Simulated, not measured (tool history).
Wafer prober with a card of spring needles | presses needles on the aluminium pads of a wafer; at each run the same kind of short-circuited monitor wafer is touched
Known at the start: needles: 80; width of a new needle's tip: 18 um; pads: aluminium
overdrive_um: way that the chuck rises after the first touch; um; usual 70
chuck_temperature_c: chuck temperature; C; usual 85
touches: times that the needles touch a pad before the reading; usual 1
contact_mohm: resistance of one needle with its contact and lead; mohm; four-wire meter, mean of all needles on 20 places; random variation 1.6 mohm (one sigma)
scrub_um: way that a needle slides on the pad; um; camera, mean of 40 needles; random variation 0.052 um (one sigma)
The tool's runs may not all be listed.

run 1 hour=0.0 | overdrive_um=70 chuck_temperature_c=85 touches=1 | contact_mohm=164 scrub_um=11.73
run 2 hour=55.5 | overdrive_um=70 chuck_temperature_c=85 touches=2 | contact_mohm=165 scrub_um=11.76
run 3 hour=145.5 | overdrive_um=70 chuck_temperature_c=85 touches=2 | contact_mohm=165 scrub_um=11.76
run 4 hour=223.4 | overdrive_um=70 chuck_temperature_c=85 touches=2 | contact_mohm=163 scrub_um=11.79
run 5 hour=272.8 | overdrive_um=51 chuck_temperature_c=85 touches=1 | contact_mohm=170 scrub_um=8.53
run 6 hour=338.0 | overdrive_um=51 chuck_temperature_c=85 touches=1 | contact_mohm=166 scrub_um=8.57
run 7 hour=426.9 | overdrive_um=51 chuck_temperature_c=85 touches=1 | contact_mohm=168 scrub_um=8.60
run 8 hour=483.0 | overdrive_um=70 chuck_temperature_c=85 touches=1 | contact_mohm=163 scrub_um=11.77
run 9 hour=568.9 | overdrive_um=70 chuck_temperature_c=85 touches=1 | contact_mohm=162 scrub_um=11.75
run 10 hour=650.5 | overdrive_um=70 chuck_temperature_c=85 touches=1 | contact_mohm=162 scrub_um=11.76
run 11 hour=746.7 | overdrive_um=70 chuck_temperature_c=85 touches=1 | contact_mohm=162 scrub_um=11.85
run 12 hour=836.8 | overdrive_um=70 chuck_temperature_c=85 touches=1 | contact_mohm=161 scrub_um=11.76
run 13 hour=908.0 | overdrive_um=70 chuck_temperature_c=85 touches=1 | contact_mohm=163 scrub_um=11.79
run 14 hour=999.5 | overdrive_um=70 chuck_temperature_c=31 touches=1 | contact_mohm=155 scrub_um=11.78
run 15 hour=1074.1 | overdrive_um=65 chuck_temperature_c=85 touches=1 | contact_mohm=164 scrub_um=10.91
run 16 hour=1161.1 | overdrive_um=70 chuck_temperature_c=74 touches=1 | contact_mohm=161 scrub_um=11.79
run 17 hour=1219.9 | overdrive_um=70 chuck_temperature_c=85 touches=3 | contact_mohm=165 scrub_um=11.67
run 18 hour=1281.5 | overdrive_um=70 chuck_temperature_c=85 touches=3 | contact_mohm=163 scrub_um=11.69
run 19 hour=1375.4 | overdrive_um=70 chuck_temperature_c=38 touches=1 | contact_mohm=158 scrub_um=11.71
run 20 hour=1461.9 | overdrive_um=70 chuck_temperature_c=68 touches=2 | contact_mohm=161 scrub_um=11.79
run 21 hour=1513.8 | overdrive_um=83 chuck_temperature_c=39 touches=1 | contact_mohm=155 scrub_um=13.97
run 22 hour=1614.5 | overdrive_um=75 chuck_temperature_c=61 touches=1 | contact_mohm=160 scrub_um=12.53
run 23 hour=1704.3 | overdrive_um=75 chuck_temperature_c=61 touches=1 | contact_mohm=160 scrub_um=12.61
run 24 hour=1757.2 | overdrive_um=55 chuck_temperature_c=31 touches=3 | contact_mohm=158 scrub_um=9.15
run 25 hour=1840.0 | overdrive_um=55 chuck_temperature_c=31 touches=3 | contact_mohm=159 scrub_um=9.32
run 26 hour=1928.9 | overdrive_um=84 chuck_temperature_c=77 touches=3 | contact_mohm=160 scrub_um=14.03
run 27 hour=2012.0 | overdrive_um=70 chuck_temperature_c=29 touches=1 | contact_mohm=153 scrub_um=11.86
run 28 hour=2076.0 | overdrive_um=68 chuck_temperature_c=49 touches=1 | contact_mohm=159 scrub_um=11.42

Not shown: 68 entries that the log had between the listed runs. Between which runs, and how does the tool's hidden state differ before and after?
Between runs 1 and 2: tips cleaned on abrasive film (hour 17.9); tips cleaned on abrasive film (hour 51.2)
  debris on the tips, nm: 2.5 -> 1.5; way that the needles fall short of the set height, um: 0.1 -> 0.11
Between runs 2 and 3: tips cleaned on abrasive film (hour 81.0); tips cleaned on abrasive film (hour 109.7); tips cleaned on abrasive film (hour 143.4)
  debris on the tips, nm: 1.5 -> 0.9; way that the needles fall short of the set height, um: 0.11 -> 0.12
Between runs 3 and 4: tips cleaned on abrasive film (hour 173.1); height of the first contact set anew (hour 194.8); tips cleaned on abrasive film (hour 206.4)
  debris on the tips, nm: 0.9 -> 2.9; way that the needles fall short of the set height, um: 0.12 -> 0; tips' diameter, um: 18.13 -> 18.14
Between runs 4 and 5: tips cleaned on abrasive film (hour 235.6); tips cleaned on abrasive film (hour 267.7)
  debris on the tips, nm: 2.9 -> 1.6; way that the needles fall short of the set height, um: 0 -> 0.01
Between runs 5 and 6: tips cleaned on abrasive film (hour 301.2); tips cleaned on abrasive film (hour 332.6)
  way that the needles fall short of the set height, um: 0.01 -> 0.02
Between runs 6 and 7: tips cleaned on abrasive film (hour 365.2); tips cleaned on abrasive film (hour 396.6); tips cleaned on abrasive film (hour 426.9)
  debris on the tips, nm: 1.6 -> 0.3; way that the needles fall short of the set height, um: 0.02 -> 0.03; tips' diameter, um: 18.14 -> 18.15
Between runs 7 and 8: tips cleaned on abrasive film (hour 456.2)
  debris on the tips, nm: 0.3 -> 3.7; way that the needles fall short of the set height, um: 0.03 -> 0.04
Between runs 8 and 9: tips cleaned on abrasive film (hour 490.3); tips cleaned on abrasive film (hour 523.6); tips cleaned on abrasive film (hour 557.2)
  debris on the tips, nm: 3.7 -> 2.4; way that the needles fall short of the set height, um: 0.04 -> 0.05
Between runs 9 and 10: tips cleaned on abrasive film (hour 590.3); tips cleaned on abrasive film (hour 622.4)
  debris on the tips, nm: 2.4 -> 3.7; way that the needles fall short of the set height, um: 0.05 -> 0.06; tips' diameter, um: 18.15 -> 18.16
Between runs 10 and 11: tips cleaned on abrasive film (hour 657.8); tips cleaned on abrasive film (hour 691.5); tips cleaned on abrasive film (hour 723.7)
  debris on the tips, nm: 3.7 -> 3.6; way that the needles fall short of the set height, um: 0.06 -> 0.08
Between runs 11 and 12: tips cleaned on abrasive film (hour 759.0); tips cleaned on abrasive film (hour 789.9); tips cleaned on abrasive film (hour 820.7)
  debris on the tips, nm: 3.6 -> 3; way that the needles fall short of the set height, um: 0.08 -> 0.09; tips' diameter, um: 18.16 -> 18.17
Between runs 12 and 13: tips cleaned on abrasive film (hour 856.3); tips cleaned on abrasive film (hour 886.2)
  debris on the tips, nm: 3 -> 3.5; way that the needles fall short of the set height, um: 0.09 -> 0.1
Between runs 13 and 14: tips cleaned on abrasive film (hour 921.1); tips cleaned on abrasive film (hour 952.7); tips cleaned on abrasive film (hour 986.3)
  debris on the tips, nm: 3.5 -> 2.4; way that the needles fall short of the set height, um: 0.1 -> 0.11; tips' diameter, um: 18.17 -> 18.18
Between runs 14 and 15: tips cleaned on abrasive film (hour 1020.8); tips cleaned on abrasive film (hour 1052.5); height of the first contact set anew (hour 1052.8)
  debris on the tips, nm: 2.4 -> 3.4; way that the needles fall short of the set height, um: 0.11 -> 0
Between runs 15 and 16: tips cleaned on abrasive film (hour 1087.5); tips cleaned on abrasive film (hour 1120.3); tips cleaned on abrasive film (hour 1149.8)
  debris on the tips, nm: 3.4 -> 2.5; way that the needles fall short of the set height, um: 0 -> 0.02
Between runs 16 and 17: tips cleaned on abrasive film (hour 1180.1); tips cleaned on abrasive film (hour 1211.4)
  debris on the tips, nm: 2.5 -> 2.1; tips' diameter, um: 18.18 -> 18.19
Between runs 17 and 18: tips cleaned on abrasive film (hour 1244.1); tips cleaned on abrasive film (hour 1272.7)
  debris on the tips, nm: 2.1 -> 2; way that the needles fall short of the set height, um: 0.02 -> 0.03
Between runs 18 and 19: tips cleaned on abrasive film (hour 1302.7); tips cleaned on abrasive film (hour 1334.1); tips cleaned on abrasive film (hour 1365.3)
  debris on the tips, nm: 2 -> 2.5; way that the needles fall short of the set height, um: 0.03 -> 0.05; tips' diameter, um: 18.19 -> 18.2
Between runs 19 and 20: tips cleaned on abrasive film (hour 1397.8); tips cleaned on abrasive film (hour 1432.4); tips cleaned on abrasive film (hour 1461.9)
  debris on the tips, nm: 2.5 -> 0.3; way that the needles fall short of the set height, um: 0.05 -> 0.06
Between runs 20 and 21: tips cleaned on abrasive film (hour 1491.6)
  debris on the tips, nm: 0.3 -> 3.4; way that the needles fall short of the set height, um: 0.06 -> 0.07
Between runs 21 and 22: tips cleaned on abrasive film (hour 1524.4); tips cleaned on abrasive film (hour 1557.1); tips cleaned on abrasive film (hour 1589.6)
  debris on the tips, nm: 3.4 -> 3.5; way that the needles fall short of the set height, um: 0.07 -> 0.09; tips' diameter, um: 18.2 -> 18.21
Between runs 22 and 23: tips cleaned on abrasive film (hour 1621.8); tips cleaned on abrasive film (hour 1654.0); tips cleaned on abrasive film (hour 1687.2)
  debris on the tips, nm: 3.5 -> 2.8; way that the needles fall short of the set height, um: 0.09 -> 0.1
Between runs 23 and 24: tips cleaned on abrasive film (hour 1718.7); tips cleaned on abrasive film (hour 1747.8)
  debris on the tips, nm: 2.8 -> 2.1; way that the needles fall short of the set height, um: 0.1 -> 0.11; tips' diameter, um: 18.21 -> 18.22
Between runs 24 and 25: tips cleaned on abrasive film (hour 1783.2); tips cleaned on abrasive film (hour 1814.7)
  debris on the tips, nm: 2.1 -> 3.7; way that the needles fall short of the set height, um: 0.11 -> 0.12
Between runs 25 and 26: tips cleaned on abrasive film (hour 1847.2); tips cleaned on abrasive film (hour 1879.9); tips cleaned on abrasive film (hour 1910.9); height of the first contact set anew (hour 1911.2)
  debris on the tips, nm: 3.7 -> 2.9; way that the needles fall short of the set height, um: 0.12 -> 0; tips' diameter, um: 18.22 -> 18.23
Between runs 26 and 27: tips cleaned on abrasive film (hour 1940.8); tips cleaned on abrasive film (hour 1972.3); tips cleaned on abrasive film (hour 2003.9)
  debris on the tips, nm: 2.9 -> 1.8; way that the needles fall short of the set height, um: 0 -> 0.01
Between runs 27 and 28: tips cleaned on abrasive film (hour 2037.5); tips cleaned on abrasive film (hour 2067.5)
  debris on the tips, nm: 1.8 -> 1.9; way that the needles fall short of the set height, um: 0.01 -> 0.02
